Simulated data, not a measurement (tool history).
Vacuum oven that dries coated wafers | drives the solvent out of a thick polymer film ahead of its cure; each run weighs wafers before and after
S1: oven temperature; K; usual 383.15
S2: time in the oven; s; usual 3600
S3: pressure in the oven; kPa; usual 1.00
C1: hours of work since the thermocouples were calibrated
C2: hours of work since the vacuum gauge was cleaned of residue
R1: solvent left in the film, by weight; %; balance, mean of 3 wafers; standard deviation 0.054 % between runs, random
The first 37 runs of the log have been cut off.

run 38 hour=1827.1 | S1=378.15 S2=5100 S3=1.12 | C1=833 C2=904 | R1=2.42
run 39 hour=1884.9 | S1=383.15 S2=4200 S3=0.51 | C1=860 C2=930 | R1=1.18
run 40 hour=1921.3 | S1=391.15 S2=3840 S3=0.51 | C1=876 C2=947 | R1=0.64
run 41 hour=1980.8 | S1=398.15 S2=2700 S3=2.08 | C1=903 C2=974 | R1=1.70
run 42 hour=2051.3 | S1=371.15 S2=3000 S3=1.79 | C1=935 C2=1006 | R1=6.60
run 43 hour=2095.5 | S1=369.15 S2=3000 S3=1.79 | C1=956 C2=1026 | R1=7.18
run 44 hour=2155.4 | S1=381.15 S2=3000 S3=0.95 | C1=983 C2=1054 | R1=2.88
run 45 hour=2209.7 | S1=381.15 S2=3000 S3=0.95 | C1=1008 C2=1078 | R1=2.82
run 46 hour=2249.6 | S1=381.15 S2=3000 S3=0.95 | C1=1026 C2=1097 | R1=2.91
run 47 hour=2309.5 | S1=392.15 S2=4260 S3=1.00 | C1=1053 C2=1124 | R1=1.02
run 48 hour=2366.1 | S1=392.15 S2=4260 S3=1.00 | C1=1079 C2=1150 | R1=1.00

Branching from run 48: 3 alternative next runs. What would each branch give?
-- hour=2381.5 oven's thermocouples calibrated
run A hour=2407.4 | S1=383.15 S2=1800 S3=1.00 | C1=12 C2=1168 | R1=?
-- hour=2381.5 oven's thermocouples calibrated
run B hour=2407.4 | S1=383.15 S2=2940 S3=2.92 | C1=12 C2=1168 | R1=?
-- hour=2381.5 oven's thermocouples calibrated
run C hour=2407.4 | S1=396.15 S2=6300 S3=1.00 | C1=12 C2=1168 | R1=?

run=A R1=4.14
run=B R1=4.59
run=C R1=0.84
What these runs would have given with no unlogged condition in the tool:
run=A R1=4.13
run=B R1=4.58
run=C R1=0.83
